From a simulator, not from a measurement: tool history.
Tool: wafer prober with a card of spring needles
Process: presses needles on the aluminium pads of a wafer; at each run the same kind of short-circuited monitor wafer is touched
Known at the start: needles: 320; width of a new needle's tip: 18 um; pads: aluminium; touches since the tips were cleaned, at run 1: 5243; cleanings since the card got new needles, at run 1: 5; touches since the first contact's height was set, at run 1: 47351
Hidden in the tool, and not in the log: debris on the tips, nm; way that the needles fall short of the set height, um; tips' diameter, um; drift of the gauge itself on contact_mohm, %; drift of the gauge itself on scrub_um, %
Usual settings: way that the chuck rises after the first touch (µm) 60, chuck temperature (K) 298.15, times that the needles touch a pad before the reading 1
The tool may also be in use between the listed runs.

| run | hour | way that the chuck rises after the first touch (µm) | chuck temperature (K) | times that the needles touch a pad before the reading | touches since the tips were cleaned | cleanings since the card got new needles | touches since the first contact's height was set | resistance of one needle with its contact and lead (mohm) | way that a needle slides on the pad (µm) |
|---|---|---|---|---|---|---|---|---|---|
| 1 | 0 | 60 | 298.15 | 1 | 5243 | 5 | 47351 | 223 | 15.78 |
|  | 13.4 | tips cleaned on abrasive film |
| 2 | 38.8 | 60 | 298.15 | 1 | 5558 | 6 | 55808 | 219 | 15.82 |
|  | 53.7 | tips cleaned on abrasive film |
| 3 | 70.7 | 60 | 347.15 | 1 | 3696 | 7 | 62748 | 210 | 15.94 |
|  | 92.3 | tips cleaned on abrasive film |
| 4 | 127.4 | 68 | 347.15 | 1 | 7669 | 8 | 75134 | 215 | 17.83 |
|  | 131.2 | tips cleaned on abrasive film |
| 5 | 162.3 | 60 | 298.15 | 1 | 6810 | 9 | 82733 | 229 | 15.69 |
|  | 167.5 | tips cleaned on abrasive film |
| 6 | 199.3 | 54 | 298.15 | 2 | 6945 | 10 | 90790 | 200 | 14.02 |
|  | 207.4 | tips cleaned on abrasive film |
| 7 | 223.6 | 54 | 298.15 | 2 | 3554 | 11 | 96087 | 189 | 13.86 |
|  | 228.2 | height of the first contact set anew |
|  | 244.7 | tips cleaned on abrasive film |
| 8 | 273.5 | 56 | 299.15 | 1 | 6309 | 12 | 9889 | 241 | 14.44 |
|  | 282.8 | tips cleaned on abrasive film |
| 9 | 304.7 | 56 | 299.15 | 1 | 4793 | 13 | 16683 | 236 | 14.39 |
|  | 320.1 | tips cleaned on abrasive film |
|  | 338.3 | height of the first contact set anew, once more |
| 10 | 344.7 | 56 | 299.15 | 1 | 5315 | 14 | 1403 | 234 | 14.98 |

4 ways to go on from here, each from the tool as it stands after run 10. What would each give?
|  | 357.6 | tips cleaned on abrasive film |
| A | 372.5 | 43 | 308.15 | 1 | 3269 | 15 | 7469 | ? | ? |
|  | 357.6 | tips cleaned on abrasive film |
| B | 372.5 | 56 | 301.15 | 1 | 3269 | 15 | 7469 | ? | ? |
|  | 357.6 | tips cleaned on abrasive film |
| C | 372.5 | 44 | 367.15 | 1 | 3269 | 15 | 7469 | ? | ? |
|  | 357.6 | tips cleaned on abrasive film |
| D | 372.5 | 45 | 308.15 | 3 | 3269 | 15 | 7469 | ? | ? |

| run | resistance of one needle with its contact and lead (mohm) | way that a needle slides on the pad (µm) |
|---|---|---|
| A | 271 | 11.65 |
| B | 216 | 14.93 |
| C | 261 | 11.76 |
| D | 178 | 12.03 |
Without the tool's hidden state the same runs would have given:
| run | resistance of one needle with its contact and lead (mohm) | way that a needle slides on the pad (µm) |
|---|---|---|
| A | 134 | 11.68 |
| B | 128 | 14.96 |
| C | 142 | 11.79 |
| D | 132 | 12.07 |

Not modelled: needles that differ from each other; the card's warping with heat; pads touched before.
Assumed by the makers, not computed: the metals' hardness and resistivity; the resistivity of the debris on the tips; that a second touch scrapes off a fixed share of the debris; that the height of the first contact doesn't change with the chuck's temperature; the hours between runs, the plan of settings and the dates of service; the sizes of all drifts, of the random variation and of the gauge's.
